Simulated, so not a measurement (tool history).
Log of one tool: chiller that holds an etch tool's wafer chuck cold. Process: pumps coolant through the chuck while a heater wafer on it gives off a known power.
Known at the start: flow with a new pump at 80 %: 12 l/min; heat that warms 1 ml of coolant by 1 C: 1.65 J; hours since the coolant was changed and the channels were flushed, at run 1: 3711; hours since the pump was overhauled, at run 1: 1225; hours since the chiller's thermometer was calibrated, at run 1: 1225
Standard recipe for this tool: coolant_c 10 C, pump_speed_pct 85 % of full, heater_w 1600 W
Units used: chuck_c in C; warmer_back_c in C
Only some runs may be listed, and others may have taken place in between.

| run | hour | coolant_c | pump_speed_pct | heater_w | hours since the coolant was changed and the channels were flushed | hours since the pump was overhauled | hours since the chiller's thermometer was calibrated | chuck_c | warmer_back_c |
|---|---|---|---|---|---|---|---|---|---|
| 1 | 0.0 | 10 | 85 | 1600 | 3711 | 1225 | 1225 | 22.9 | 4.54 |
| 2 | 22.1 | 10 | 85 | 1600 | 3733 | 1247 | 1247 | 23.0 | 4.46 |
| 3 | 54.5 | 10 | 85 | 1753 | 3765 | 1279 | 1279 | 24.1 | 4.96 |
| 4 | 102.8 | 10 | 85 | 1753 | 3814 | 1328 | 1328 | 24.2 | 4.92 |
| 5 | 129.1 | 10 | 85 | 1753 | 3840 | 1354 | 1354 | 24.1 | 4.90 |
| 6 | 157.9 | 10 | 85 | 1753 | 3869 | 1383 | 1383 | 24.1 | 4.92 |
| 7 | 186.2 | 10 | 85 | 1753 | 3897 | 1411 | 1411 | 24.2 | 4.89 |
| 8 | 228.3 | 10 | 85 | 1753 | 3939 | 1453 | 1453 | 24.1 | 4.88 |
| 9 | 257.8 | 10 | 85 | 1753 | 3969 | 1483 | 1483 | 24.0 | 4.84 |
| 10 | 294.6 | 10 | 85 | 1753 | 4006 | 1520 | 1520 | 24.1 | 4.79 |
| 11 | 329.9 | 10 | 85 | 1753 | 4041 | 1555 | 1555 | 24.2 | 4.87 |
| 12 | 351.3 | 10 | 85 | 1753 | 4062 | 1576 | 1576 | 24.2 | 4.85 |
| 13 | 384.2 | 10 | 85 | 1533 | 4095 | 1609 | 1609 | 22.4 | 4.16 |
| 14 | 426.8 | 10 | 85 | 1533 | 4138 | 1652 | 1652 | 22.5 | 4.12 |
| 15 | 467.2 | 16 | 85 | 1533 | 4178 | 1692 | 1692 | 28.3 | 4.14 |
| 16 | 511.1 | 16 | 85 | 1533 | 4222 | 1736 | 1736 | 28.3 | 4.13 |
| 17 | 536.3 | 16 | 85 | 1533 | 4247 | 1761 | 1761 | 28.4 | 4.11 |
| 18 | 576.5 | 15 | 92 | 2351 | 4287 | 1801 | 1801 | 32.9 | 5.91 |
| 19 | 609.6 | 6 | 65 | 1764 | 4320 | 1835 | 1835 | 23.7 | 6.36 |
| 20 | 633.8 | 9 | 67 | 1600 | 4345 | 1859 | 1859 | 24.6 | 5.57 |
| 21 | 676.7 | 9 | 67 | 1600 | 4388 | 1902 | 1902 | 24.6 | 5.56 |
| 22 | 698.3 | 9 | 67 | 1600 | 4409 | 1923 | 1923 | 24.6 | 5.54 |
| 23 | 731.8 | 9 | 67 | 1600 | 4443 | 1957 | 1957 | 24.6 | 5.49 |
| 24 | 779.0 | 9 | 67 | 1600 | 4490 | 2004 | 2004 | 24.5 | 5.48 |
| 25 | 819.8 | 9 | 67 | 1600 | 4531 | 2045 | 2045 | 24.5 | 5.41 |
| 26 | 860.2 | 15 | 67 | 1530 | 4571 | 2085 | 2085 | 29.8 | 5.18 |
| 27 | 911.4 | 15 | 67 | 1530 | 4622 | 2136 | 2136 | 30.0 | 5.17 |
| 28 | 953.0 | 9 | 67 | 1448 | 4664 | 2178 | 2178 | 23.3 | 4.89 |
| 29 | 1003.6 | 10 | 72 | 1470 | 4715 | 2229 | 2229 | 23.7 | 4.51 |
| 30 | 1036.5 | 3 | 72 | 1749 | 4747 | 2262 | 2262 | 19.1 | 5.48 |
|  | 1046.9 | gauge calibrated |
| 31 | 1085.6 | 11 | 84 | 1438 | 4797 | 2311 | 2311 | 22.6 | 4.07 |

Branching from run 31: 5 alternative next runs. What would each branch give?
| A | 1130.8 | 9 | 84 | 1438 | 4842 | 2356 | 2356 | ? | ? |
| B | 1130.8 | 10 | 87 | 1069 | 4842 | 2356 | 2356 | ? | ? |
| C | 1130.8 | 2 | 85 | 1181 | 4842 | 2356 | 2356 | ? | ? |
| D | 1130.8 | 11 | 84 | 929 | 4842 | 2356 | 2356 | ? | ? |
| E | 1130.8 | 18 | 69 | 953 | 4842 | 2356 | 2356 | ? | ? |

| run | chuck_c | warmer_back_c |
|---|---|---|
| A | 20.6 | 4.14 |
| B | 18.4 | 2.90 |
| C | 11.7 | 3.34 |
| D | 18.4 | 2.63 |
| E | 27.2 | 3.37 |
The same runs, with their run-to-run variation unchanged, on a tool lacking any hidden condition would have given:
| run | chuck_c | warmer_back_c |
|---|---|---|
| A | 20.6 | 4.18 |
| B | 18.4 | 2.93 |
| C | 11.6 | 3.37 |
| D | 18.4 | 2.66 |
| E | 27.2 | 3.40 |
